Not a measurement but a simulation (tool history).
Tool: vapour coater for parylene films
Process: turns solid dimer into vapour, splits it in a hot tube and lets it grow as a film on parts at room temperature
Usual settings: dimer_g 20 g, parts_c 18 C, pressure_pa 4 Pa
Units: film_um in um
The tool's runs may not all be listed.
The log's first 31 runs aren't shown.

run,hour,dimer_g,parts_c,pressure_pa,film_um
32,806.7,20,28,3.55,9.97
33,823.1,30,14,3.55,20.37
34,857.8,30,10,3.55,22.73
35,879.7,30,25,4.82,14.81
36,909.3,26,18,4.03,15.84
37,932.7,20,18,3.86,12.29
38,954.2,11,10,3.32,8.3
39,992.4,28,23,9.36,12.67
40,1012.8,20,12,4,13.82

Run 41 comes next. What will it give?
41,1037.1,13,15,7.08,?

film_um: 7.38 um
Without the tool's hidden state the same run would have given film_um 7.66 um.
